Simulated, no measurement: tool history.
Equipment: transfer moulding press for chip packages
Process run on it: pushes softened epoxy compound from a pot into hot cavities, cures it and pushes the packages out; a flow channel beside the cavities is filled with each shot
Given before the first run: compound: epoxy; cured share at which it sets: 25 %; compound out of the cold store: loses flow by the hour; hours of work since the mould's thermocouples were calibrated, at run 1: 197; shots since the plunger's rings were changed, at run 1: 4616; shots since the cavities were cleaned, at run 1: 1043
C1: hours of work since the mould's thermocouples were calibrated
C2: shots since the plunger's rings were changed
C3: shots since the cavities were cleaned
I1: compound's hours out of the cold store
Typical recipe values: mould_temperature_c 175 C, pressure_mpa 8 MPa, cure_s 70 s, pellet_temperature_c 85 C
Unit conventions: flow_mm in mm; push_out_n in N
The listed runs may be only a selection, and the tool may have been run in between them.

Run 1, hour 0: usual settings; C1 197; C2 4616; C3 1043; I1 30.3. Result: flow_mm 668 mm, push_out_n 438 N.
Run 2, hour 8.8: usual settings; C1 200; C2 4697; C3 1124; I1 24. Result: flow_mm 707 mm, push_out_n 448 N.
At hour 11.5: cavities cleaned with cleaning compound and waxed.
Run 3, hour 23: usual settings; C1 206; C2 4813; C3 105; I1 25.6. Result: flow_mm 697 mm, push_out_n 444 N.
Run 4, hour 35.5: usual settings; C1 211; C2 4928; C3 220; I1 11.5. Result: flow_mm 747 mm, push_out_n 460 N.
Run 5, hour 43: usual settings; C1 215; C2 4997; C3 289; I1 17.2. Result: flow_mm 721 mm, push_out_n 449 N.
Run 6, hour 58.4: usual settings; C1 222; C2 5138; C3 430; I1 20.3. Result: flow_mm 700 mm, push_out_n 443 N.
Run 7, hour 67.2: usual settings but cure_s 80 s; C1 225; C2 5220; C3 512; I1 13.8. Result: flow_mm 739 mm, push_out_n 369 N.
Run 8, hour 82.4: usual settings but pressure_mpa 6.72 MPa; C1 232; C2 5359; C3 651; I1 8.6. Result: flow_mm 687 mm, push_out_n 457 N.
Run 9, hour 91.7: usual settings but pressure_mpa 6.72 MPa; C1 236; C2 5445; C3 737; I1 36.5. Result: flow_mm 599 mm, push_out_n 444 N.
Run 10, hour 108: usual settings but pressure_mpa 6.72 MPa; C1 243; C2 5594; C3 886; I1 15. Result: flow_mm 669 mm, push_out_n 447 N.
Run 11, hour 118.8: usual settings but pressure_mpa 6.72 MPa; C1 248; C2 5694; C3 986; I1 31. Result: flow_mm 623 mm, push_out_n 453 N.
Run 12, hour 125.5: usual settings but pressure_mpa 6.72 MPa; C1 251; C2 5755; C3 1047; I1 18.4. Result: flow_mm 652 mm, push_out_n 452 N.
At hour 136.8: cavities cleaned with cleaning compound and waxed.
Run 13, hour 142.3: usual settings but pressure_mpa 6.72 MPa; C1 258; C2 5897; C3 52; I1 24.5. Result: flow_mm 630 mm, push_out_n 437 N.
At hour 157.2: plunger's sealing rings changed.
Run 14, hour 160.7: usual settings but pressure_mpa 6.72 MPa; C1 265; C2 32; C3 197; I1 43.8. Result: flow_mm 584 mm, push_out_n 439 N.
Run 15, hour 176.9: usual settings but mould_temperature_c 172 C, pellet_temperature_c 79 C; C1 272; C2 182; C3 347; I1 17.8. Result: flow_mm 720 mm, push_out_n 566 N.
Run 16, hour 186.9: usual settings but mould_temperature_c 183 C, pressure_mpa 7.23 MPa, cure_s 90 s, pellet_temperature_c 79 C; C1 276; C2 273; C3 438; I1 11.1. Result: flow_mm 698 mm, push_out_n 346 N.
Run 17, hour 202.5: usual settings but mould_temperature_c 183 C, pressure_mpa 7.23 MPa, cure_s 90 s, pellet_temperature_c 79 C; C1 283; C2 417; C3 582; I1 29.8. Result: flow_mm 633 mm, push_out_n 342 N.
Run 18, hour 213.7: usual settings but mould_temperature_c 174 C, pressure_mpa 7.23 MPa, cure_s 90 s, pellet_temperature_c 87 C; C1 288; C2 519; C3 684; I1 47.7. Result: flow_mm 592 mm, push_out_n 358 N.
Run 19, hour 222.2: usual settings but mould_temperature_c 173 C, pressure_mpa 6.76 MPa, cure_s 97 s, pellet_temperature_c 94 C; C1 291; C2 598; C3 763; I1 10.8. Result: flow_mm 686 mm, push_out_n 349 N.
Run 20, hour 237.6: usual settings but mould_temperature_c 173 C, pressure_mpa 6.76 MPa, cure_s 97 s, pellet_temperature_c 94 C; C1 298; C2 739; C3 904; I1 16.8. Result: flow_mm 671 mm, push_out_n 349 N.
Run 21, hour 245: usual settings but mould_temperature_c 173 C, pressure_mpa 6.76 MPa, cure_s 97 s, pellet_temperature_c 94 C; C1 301; C2 807; C3 972; I1 43.6. Result: flow_mm 589 mm, push_out_n 350 N.
Run 22, hour 256.7: usual settings but mould_temperature_c 173 C, pressure_mpa 6.76 MPa, cure_s 97 s, pellet_temperature_c 94 C; C1 307; C2 914; C3 1079; I1 23.6. Result: flow_mm 645 mm, push_out_n 350 N.
At hour 263.6: cavities cleaned with cleaning compound and waxed.
Run 23, hour 266.6: usual settings but mould_temperature_c 173 C, pressure_mpa 6.76 MPa, cure_s 97 s, pellet_temperature_c 94 C; C1 310; C2 991; C3 26; I1 20.3. Result: flow_mm 658 mm, push_out_n 365 N.
Run 24, hour 279.5: usual settings but mould_temperature_c 174 C, pressure_mpa 6.76 MPa, cure_s 89 s, pellet_temperature_c 94 C; C1 316; C2 1110; C3 145; I1 32.4. Result: flow_mm 615 mm, push_out_n 351 N.
Run 25, hour 291.6: usual settings but mould_temperature_c 168 C, pressure_mpa 7.26 MPa, cure_s 56 s, pellet_temperature_c 83 C; C1 321; C2 1222; C3 257; I1 21.5. Result: flow_mm 687 mm, push_out_n 1229 N.
Run 26, hour 300.7: usual settings but mould_temperature_c 168 C, pressure_mpa 7.26 MPa, cure_s 56 s, pellet_temperature_c 83 C; C1 325; C2 1305; C3 340; I1 43.3. Result: flow_mm 625 mm, push_out_n 1232 N.
Run 27, hour 309.8: usual settings but mould_temperature_c 168 C, pressure_mpa 7.26 MPa, cure_s 56 s, pellet_temperature_c 83 C; C1 329; C2 1389; C3 424; I1 31.6. Result: flow_mm 650 mm, push_out_n 1216 N.
Run 28, hour 318.5: usual settings but mould_temperature_c 181 C, pressure_mpa 7.35 MPa, cure_s 55 s; C1 333; C2 1469; C3 504; I1 28.5. Result: flow_mm 653 mm, push_out_n 509 N.

Describe how what the log doesn't record of the tool's condition differs between the last listed run preceding each entry between runs and the first listed run following it.
From run 2 to run 3: cavities cleaned with cleaning compound and waxed (hour 11.5)
  grip of the stained cavities, % over clean ones': 0.6 -> 0.1
From run 12 to run 13: cavities cleaned with cleaning compound and waxed (hour 136.8)
  pressure that reaches the compound, % of what is set: 99.74 -> 99.73; grip of the stained cavities, % over clean ones': 0.5 -> 0.1
From run 13 to run 14: plunger's sealing rings changed (hour 157.2)
  pressure that reaches the compound, % of what is set: 99.73 -> 99.99; grip of the stained cavities, % over clean ones': 0.1 -> 0.2
From run 22 to run 23: cavities cleaned with cleaning compound and waxed (hour 263.6)
  pressure that reaches the compound, % of what is set: 99.96 -> 99.95; grip of the stained cavities, % over clean ones': 0.5 -> 0
